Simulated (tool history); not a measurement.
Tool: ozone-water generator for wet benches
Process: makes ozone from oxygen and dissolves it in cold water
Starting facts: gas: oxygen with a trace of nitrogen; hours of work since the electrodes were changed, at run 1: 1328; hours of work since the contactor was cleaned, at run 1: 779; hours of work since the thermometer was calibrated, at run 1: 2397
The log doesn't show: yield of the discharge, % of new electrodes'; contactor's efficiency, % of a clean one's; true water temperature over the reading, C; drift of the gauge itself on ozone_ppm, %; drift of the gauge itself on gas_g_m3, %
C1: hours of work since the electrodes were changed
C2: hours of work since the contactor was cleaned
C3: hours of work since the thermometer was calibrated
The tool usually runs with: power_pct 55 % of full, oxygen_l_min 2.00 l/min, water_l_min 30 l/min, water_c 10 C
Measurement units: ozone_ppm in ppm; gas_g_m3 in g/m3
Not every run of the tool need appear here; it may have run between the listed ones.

Run 1, hour 0.0: usual settings; C1 1328; C2 779; C3 2397. Result: ozone_ppm 8.8 ppm, gas_g_m3 182.8 g/m3.
Run 2, hour 38.2: usual settings; C1 1354; C2 805; C3 2423. Result: ozone_ppm 8.6 ppm, gas_g_m3 183.5 g/m3.
Run 3, hour 86.5: usual settings but water_c 16 C; C1 1387; C2 837; C3 2455. Result: ozone_ppm 8.1 ppm, gas_g_m3 182.5 g/m3.
Run 4, hour 140.6: usual settings; C1 1423; C2 874; C3 2492. Result: ozone_ppm 8.4 ppm, gas_g_m3 182.2 g/m3.
Run 5, hour 191.9: usual settings; C1 1458; C2 908; C3 2526. Result: ozone_ppm 8.5 ppm, gas_g_m3 181.8 g/m3.
Run 6, hour 260.8: usual settings; C1 1504; C2 955; C3 2573. Result: ozone_ppm 8.2 ppm, gas_g_m3 181.9 g/m3.
Run 7, hour 330.1: usual settings; C1 1551; C2 1002; C3 2619. Result: ozone_ppm 8.4 ppm, gas_g_m3 181.4 g/m3.
Run 8, hour 367.9: usual settings; C1 1576; C2 1027; C3 2645. Result: ozone_ppm 8.2 ppm, gas_g_m3 181.1 g/m3.
Run 9, hour 427.3: usual settings; C1 1616; C2 1067; C3 2685. Result: ozone_ppm 8.5 ppm, gas_g_m3 182.4 g/m3.
Run 10, hour 476.9: usual settings but oxygen_l_min 2.37 l/min; C1 1650; C2 1101; C3 2718. Result: ozone_ppm 8.5 ppm, gas_g_m3 164.3 g/m3.
Run 11, hour 533.7: usual settings but water_c 18 C; C1 1688; C2 1139; C3 2757. Result: ozone_ppm 8.1 ppm, gas_g_m3 181.9 g/m3.
Run 12, hour 582.9: usual settings but water_l_min 19 l/min; C1 1721; C2 1172; C3 2790. Result: ozone_ppm 13.0 ppm, gas_g_m3 181.0 g/m3.
Run 13, hour 624.1: usual settings but water_l_min 19 l/min; C1 1749; C2 1200; C3 2818. Result: ozone_ppm 12.9 ppm, gas_g_m3 182.7 g/m3.
Run 14, hour 684.2: usual settings but water_l_min 19 l/min; C1 1790; C2 1240; C3 2858. Result: ozone_ppm 12.9 ppm, gas_g_m3 182.4 g/m3.
Run 15, hour 717.1: usual settings but water_l_min 19 l/min; C1 1812; C2 1263; C3 2880. Result: ozone_ppm 13.0 ppm, gas_g_m3 179.8 g/m3.
Run 16, hour 769.8: usual settings but water_l_min 19 l/min; C1 1847; C2 1298; C3 2916. Result: ozone_ppm 12.9 ppm, gas_g_m3 183.0 g/m3.
Run 17, hour 819.9: usual settings but water_l_min 19 l/min; C1 1881; C2 1332; C3 2950. Result: ozone_ppm 13.0 ppm, gas_g_m3 182.0 g/m3.
Run 18, hour 865.7: usual settings but power_pct 51 % of full, oxygen_l_min 1.04 l/min, water_l_min 22 l/min, water_c 17 C; C1 1912; C2 1363; C3 2981. Result: ozone_ppm 9.0 ppm, gas_g_m3 265.6 g/m3.
Run 19, hour 910.8: usual settings but power_pct 45 % of full; C1 1942; C2 1393; C3 3011. Result: ozone_ppm 7.5 ppm, gas_g_m3 162.5 g/m3.
Run 20, hour 979.5: usual settings but power_pct 73 % of full, oxygen_l_min 1.69 l/min, water_l_min 20 l/min, water_c 17 C; C1 1989; C2 1440; C3 3057. Result: ozone_ppm 13.2 ppm, gas_g_m3 232.3 g/m3.
At hour 984.9: water thermometer calibrated.
Run 21, hour 1019.0: usual settings but power_pct 73 % of full, oxygen_l_min 1.69 l/min, water_l_min 20 l/min, water_c 17 C; C1 2015; C2 1466; C3 23. Result: ozone_ppm 13.2 ppm, gas_g_m3 234.3 g/m3.
Run 22, hour 1076.8: usual settings but power_pct 73 % of full, oxygen_l_min 3.04 l/min, water_l_min 20 l/min, water_c 17 C; C1 2054; C2 1505; C3 62. Result: ozone_ppm 14.1 ppm, gas_g_m3 158.8 g/m3.

Predict the results of run 23:
At hour 1119.5: water thermometer calibrated, once more.
Run 23, hour 1131.3: usual settings but power_pct 79 % of full, oxygen_l_min 1.32 l/min, water_l_min 20 l/min, water_c 17 C; C1 2091; C2 1541; C3 8. Result: ozone_ppm ?, gas_g_m3 ?.

{"run 23": {"ozone_ppm": 13.3, "gas_g_m3": 288.0}}
With the hidden condition absent and the run-to-run variation left alone, this run would have shown ozone_ppm 14.2 ppm, gas_g_m3 302.2 g/m3.
